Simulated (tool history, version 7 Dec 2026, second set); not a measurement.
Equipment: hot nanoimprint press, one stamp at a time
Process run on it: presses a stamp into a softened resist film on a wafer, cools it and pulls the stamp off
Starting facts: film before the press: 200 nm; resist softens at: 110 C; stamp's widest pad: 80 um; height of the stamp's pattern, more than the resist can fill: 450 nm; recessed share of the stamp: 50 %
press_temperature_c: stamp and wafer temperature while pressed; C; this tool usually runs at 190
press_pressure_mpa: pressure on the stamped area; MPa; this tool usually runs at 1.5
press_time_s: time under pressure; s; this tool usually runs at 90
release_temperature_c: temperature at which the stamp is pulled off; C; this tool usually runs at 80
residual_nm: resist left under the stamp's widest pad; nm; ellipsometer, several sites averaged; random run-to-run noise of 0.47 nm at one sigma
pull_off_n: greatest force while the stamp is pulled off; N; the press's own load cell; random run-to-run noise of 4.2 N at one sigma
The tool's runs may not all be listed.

{"run": 1, "day": 0.0, "press_temperature_c": 190, "press_pressure_mpa": 1.5, "press_time_s": 90, "release_temperature_c": 80, "residual_nm": 92.7, "pull_off_n": 236}
{"day": 1.508, "done": "press's hydraulic seals changed and the load cell set to zero"}
{"run": 2, "day": 3.125, "press_temperature_c": 190, "press_pressure_mpa": 1.5, "press_time_s": 90, "release_temperature_c": 80, "residual_nm": 92.8, "pull_off_n": 251}
{"run": 3, "day": 5.454, "press_temperature_c": 190, "press_pressure_mpa": 1.5, "press_time_s": 90, "release_temperature_c": 80, "residual_nm": 92.9, "pull_off_n": 256}
{"run": 4, "day": 6.767, "press_temperature_c": 190, "press_pressure_mpa": 1.5, "press_time_s": 90, "release_temperature_c": 80, "residual_nm": 91.7, "pull_off_n": 266}
{"run": 5, "day": 9.45, "press_temperature_c": 190, "press_pressure_mpa": 1.5, "press_time_s": 90, "release_temperature_c": 80, "residual_nm": 93.5, "pull_off_n": 265}
{"run": 6, "day": 11.738, "press_temperature_c": 190, "press_pressure_mpa": 1.5, "press_time_s": 90, "release_temperature_c": 80, "residual_nm": 93, "pull_off_n": 272}
{"run": 7, "day": 14.479, "press_temperature_c": 190, "press_pressure_mpa": 1.5, "press_time_s": 90, "release_temperature_c": 80, "residual_nm": 93.5, "pull_off_n": 282}
{"run": 8, "day": 17.267, "press_temperature_c": 190, "press_pressure_mpa": 1.5, "press_time_s": 90, "release_temperature_c": 80, "residual_nm": 94.7, "pull_off_n": 284}
{"day": 18.604, "done": "plate thermocouple calibrated"}
{"run": 9, "day": 19.004, "press_temperature_c": 190, "press_pressure_mpa": 1.5, "press_time_s": 90, "release_temperature_c": 80, "residual_nm": 91.3, "pull_off_n": 290}
{"day": 20.183, "done": "stamp cleaned and given a new release coat"}
{"run": 10, "day": 21.767, "press_temperature_c": 190, "press_pressure_mpa": 1.5, "press_time_s": 90, "release_temperature_c": 80, "residual_nm": 91.2, "pull_off_n": 206}
{"run": 11, "day": 23.542, "press_temperature_c": 190, "press_pressure_mpa": 1.49, "press_time_s": 90, "release_temperature_c": 80, "residual_nm": 92, "pull_off_n": 219}
{"run": 12, "day": 25.442, "press_temperature_c": 190, "press_pressure_mpa": 1.5, "press_time_s": 90, "release_temperature_c": 79, "residual_nm": 91.3, "pull_off_n": 221}
{"run": 13, "day": 27.967, "press_temperature_c": 190, "press_pressure_mpa": 1.5, "press_time_s": 90, "release_temperature_c": 80, "residual_nm": 92.3, "pull_off_n": 221}
{"run": 14, "day": 29.325, "press_temperature_c": 197, "press_pressure_mpa": 1.5, "press_time_s": 90, "release_temperature_c": 80, "residual_nm": 70.1, "pull_off_n": 235}
{"run": 15, "day": 30.854, "press_temperature_c": 190, "press_pressure_mpa": 1.5, "press_time_s": 90, "release_temperature_c": 80, "residual_nm": 92.3, "pull_off_n": 230}
{"run": 16, "day": 32.758, "press_temperature_c": 193, "press_pressure_mpa": 0.98, "press_time_s": 90, "release_temperature_c": 74, "residual_nm": 99.7, "pull_off_n": 256}
{"run": 17, "day": 33.9, "press_temperature_c": 200, "press_pressure_mpa": 1.5, "press_time_s": 90, "release_temperature_c": 80, "residual_nm": 62.8, "pull_off_n": 243}
{"run": 18, "day": 35.342, "press_temperature_c": 183, "press_pressure_mpa": 1.5, "press_time_s": 90, "release_temperature_c": 80, "residual_nm": 121.2, "pull_off_n": 249}
{"run": 19, "day": 36.725, "press_temperature_c": 202, "press_pressure_mpa": 2.19, "press_time_s": 50, "release_temperature_c": 80, "residual_nm": 63.2, "pull_off_n": 254}
{"day": 38.721, "done": "press's hydraulic seals changed and the load cell set to zero"}
{"run": 20, "day": 39.138, "press_temperature_c": 202, "press_pressure_mpa": 1.31, "press_time_s": 145, "release_temperature_c": 80, "residual_nm": 51, "pull_off_n": 260}
{"run": 21, "day": 40.946, "press_temperature_c": 199, "press_pressure_mpa": 1.31, "press_time_s": 145, "release_temperature_c": 78, "residual_nm": 56.8, "pull_off_n": 264}
{"run": 22, "day": 42.325, "press_temperature_c": 188, "press_pressure_mpa": 2.27, "press_time_s": 78, "release_temperature_c": 83, "residual_nm": 88.9, "pull_off_n": 259}
{"run": 23, "day": 44.092, "press_temperature_c": 188, "press_pressure_mpa": 2.27, "press_time_s": 78, "release_temperature_c": 83, "residual_nm": 89.8, "pull_off_n": 268}
{"run": 24, "day": 45.879, "press_temperature_c": 191, "press_pressure_mpa": 1.58, "press_time_s": 89, "release_temperature_c": 71, "residual_nm": 89.4, "pull_off_n": 316}

Expected results for the next run?
{"run": 25, "day": 48.438, "press_temperature_c": 201, "press_pressure_mpa": 1.89, "press_time_s": 132, "release_temperature_c": 84, "residual_nm": "?", "pull_off_n": "?"}

Run 25 yielded residual_nm 46.2 nm, pull_off_n 276 N.
Had the tool carried no hidden state, the very same run would have given residual_nm 44.3 nm, pull_off_n 197 N.

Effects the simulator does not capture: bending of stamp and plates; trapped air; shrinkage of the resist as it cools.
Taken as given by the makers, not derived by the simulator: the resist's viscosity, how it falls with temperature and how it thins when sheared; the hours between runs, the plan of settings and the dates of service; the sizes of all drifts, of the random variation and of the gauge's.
